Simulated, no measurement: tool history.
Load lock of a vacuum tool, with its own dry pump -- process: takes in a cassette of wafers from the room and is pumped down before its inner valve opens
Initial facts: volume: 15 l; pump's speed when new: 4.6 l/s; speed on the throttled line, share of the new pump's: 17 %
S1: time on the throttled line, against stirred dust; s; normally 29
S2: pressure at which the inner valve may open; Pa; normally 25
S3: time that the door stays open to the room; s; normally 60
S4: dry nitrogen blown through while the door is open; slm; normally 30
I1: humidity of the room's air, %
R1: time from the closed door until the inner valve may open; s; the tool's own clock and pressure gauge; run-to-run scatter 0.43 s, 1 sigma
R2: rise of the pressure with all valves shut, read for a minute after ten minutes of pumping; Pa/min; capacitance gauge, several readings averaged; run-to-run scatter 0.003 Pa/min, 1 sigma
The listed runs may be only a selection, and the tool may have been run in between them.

{"run": 1, "hour": 0.0, "S1": 29, "S2": 25, "S3": 60, "S4": 30, "I1": 43.4, "R1": 54.8, "R2": 0.209}
{"run": 2, "hour": 214.7, "S1": 29, "S2": 38, "S3": 60, "S4": 30, "I1": 48.2, "R1": 52.5, "R2": 0.209}
{"run": 3, "hour": 427.8, "S1": 29, "S2": 19, "S3": 60, "S4": 30, "I1": 41, "R1": 55.2, "R2": 0.217}
{"run": 4, "hour": 595.7, "S1": 29, "S2": 25, "S3": 60, "S4": 30, "I1": 41.5, "R1": 54.9, "R2": 0.219}
{"run": 5, "hour": 833.8, "S1": 29, "S2": 25, "S3": 60, "S4": 30, "I1": 43.1, "R1": 54.8, "R2": 0.225}
{"run": 6, "hour": 1067.5, "S1": 29, "S2": 25, "S3": 60, "S4": 27, "I1": 45.2, "R1": 54.8, "R2": 0.235}
{"run": 7, "hour": 1238.4, "S1": 29, "S2": 25, "S3": 60, "S4": 27, "I1": 48.7, "R1": 55, "R2": 0.239}
{"run": 8, "hour": 1407.8, "S1": 29, "S2": 25, "S3": 60, "S4": 27, "I1": 47.1, "R1": 55.1, "R2": 0.244}
{"run": 9, "hour": 1608.8, "S1": 21, "S2": 44, "S3": 85, "S4": 26, "I1": 47.8, "R1": 47.1, "R2": 0.253}
{"run": 10, "hour": 1803.5, "S1": 21, "S2": 44, "S3": 85, "S4": 26, "I1": 47.5, "R1": 45.9, "R2": 0.254}
{"run": 11, "hour": 1966.8, "S1": 21, "S2": 44, "S3": 85, "S4": 26, "I1": 48.9, "R1": 46.7, "R2": 0.26}
{"run": 12, "hour": 2220.9, "S1": 27, "S2": 33, "S3": 60, "S4": 5, "I1": 45.2, "R1": 53.7, "R2": 0.274}
{"run": 13, "hour": 2423.2, "S1": 27, "S2": 33, "S3": 60, "S4": 5, "I1": 43.8, "R1": 52.3, "R2": 0.282}
{"run": 14, "hour": 2657.7, "S1": 20, "S2": 36, "S3": 97, "S4": 17, "I1": 45.9, "R1": 46.7, "R2": 0.283}
{"run": 15, "hour": 2766.4, "S1": 17, "S2": 43, "S3": 42, "S4": 11, "I1": 45.8, "R1": 43.1, "R2": 0.28}
{"run": 16, "hour": 2979.3, "S1": 17, "S2": 43, "S3": 42, "S4": 11, "I1": 41.4, "R1": 44.1, "R2": 0.277}

Some steps in R1 between neighbouring runs. How much of each would the tool show without its hidden state too (settings, what came in, random variation), and how much is left for the hidden state, with any gauge scatter that isn't in both results?
Hidden state present: pump's speed, % of a new pump's; leak at the door's seal, Pa l/s; drift of the gauge itself on ready_s, %; drift of the gauge itself on rise_pa_min, %.
Run 2 -> 3: S2 38 -> 19. R1 +2.7 s: hidden state +0.6, all else +2.1.
Run 8 -> 9: S1 29 -> 21, S2 25 -> 44, S3 60 -> 85, S4 27 -> 26. R1 -8 s: hidden state -0.1, all else -7.9.
